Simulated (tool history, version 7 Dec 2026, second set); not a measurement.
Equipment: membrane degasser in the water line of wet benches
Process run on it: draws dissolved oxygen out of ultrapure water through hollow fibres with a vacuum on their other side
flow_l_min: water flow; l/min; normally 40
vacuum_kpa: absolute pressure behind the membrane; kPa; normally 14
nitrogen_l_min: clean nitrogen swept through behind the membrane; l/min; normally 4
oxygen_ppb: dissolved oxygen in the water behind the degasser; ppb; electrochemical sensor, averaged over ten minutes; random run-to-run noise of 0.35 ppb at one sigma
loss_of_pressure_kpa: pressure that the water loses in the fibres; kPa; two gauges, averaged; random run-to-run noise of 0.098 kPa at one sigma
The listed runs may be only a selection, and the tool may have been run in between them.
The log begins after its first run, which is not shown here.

| run | hour | flow_l_min | vacuum_kpa | nitrogen_l_min | hours since the membrane was changed | hours since the vacuum gauge was calibrated | hours since the vacuum lines were made tight | oxygen_ppb | loss_of_pressure_kpa |
|---|---|---|---|---|---|---|---|---|---|
| 2 | 114.1 | 40 | 14 | 4 | 7206 | 1023 | 4786 | 256.3 | 28.98 |
| 3 | 299.9 | 40 | 14 | 4 | 7392 | 1209 | 4972 | 256.7 | 29.07 |
| 4 | 414.6 | 40 | 14 | 4 | 7507 | 1324 | 5087 | 256.7 | 29.22 |
| 5 | 597.4 | 40 | 14 | 4 | 7690 | 1507 | 5270 | 257 | 29.24 |
| 6 | 719.9 | 40 | 26.1 | 4 | 7812 | 1629 | 5392 | 518.9 | 29.05 |
| 7 | 846.2 | 40 | 27 | 4 | 7939 | 1755 | 5519 | 537.5 | 29.38 |
| 8 | 988.8 | 40 | 25.4 | 4 | 8081 | 1898 | 5661 | 504.3 | 29.29 |
| 9 | 1173.2 | 40 | 14 | 5.06 | 8266 | 2082 | 5846 | 209.4 | 29.36 |
| 10 | 1341.9 | 37 | 14 | 5.06 | 8434 | 2251 | 6014 | 193.7 | 27.07 |
| 11 | 1542.7 | 48 | 14 | 4 | 8635 | 2452 | 6215 | 309.1 | 35.24 |
| 12 | 1721.3 | 46 | 14 | 4 | 8814 | 2631 | 6394 | 297.2 | 33.83 |
| 13 | 1897.4 | 46 | 14 | 4 | 8990 | 2807 | 6570 | 296.4 | 33.74 |
|  | 2019.6 | seals of the vacuum lines changed |
| 14 | 2071.8 | 46 | 14 | 4 | 9162 | 2979 | 52 | 296.9 | 34.02 |
| 15 | 2201 | 46 | 14 | 4 | 9291 | 3108 | 181 | 297.8 | 33.97 |
| 16 | 2289.7 | 40 | 14.3 | 4 | 9380 | 3197 | 270 | 266.3 | 29.66 |
| 17 | 2456.3 | 40 | 17.8 | 7.58 | 9547 | 3364 | 437 | 192.5 | 29.74 |
| 18 | 2566.5 | 40 | 17.8 | 5.66 | 9657 | 3474 | 547 | 251.7 | 29.73 |
| 19 | 2695.4 | 40 | 17.8 | 5.66 | 9786 | 3603 | 676 | 251.9 | 29.63 |

Run 20 has not been measured yet. What should we expect?
| 20 | 2786.5 | 40 | 17.8 | 5.66 | 9877 | 3694 | 767 | ? | ? |

Run 20 yielded oxygen_ppb 252.2 ppb, loss_of_pressure_kpa 29.85 kPa.
Minus the tool's unlogged condition, the same run would have read oxygen_ppb 245.6 ppb, loss_of_pressure_kpa 27.69 kPa.
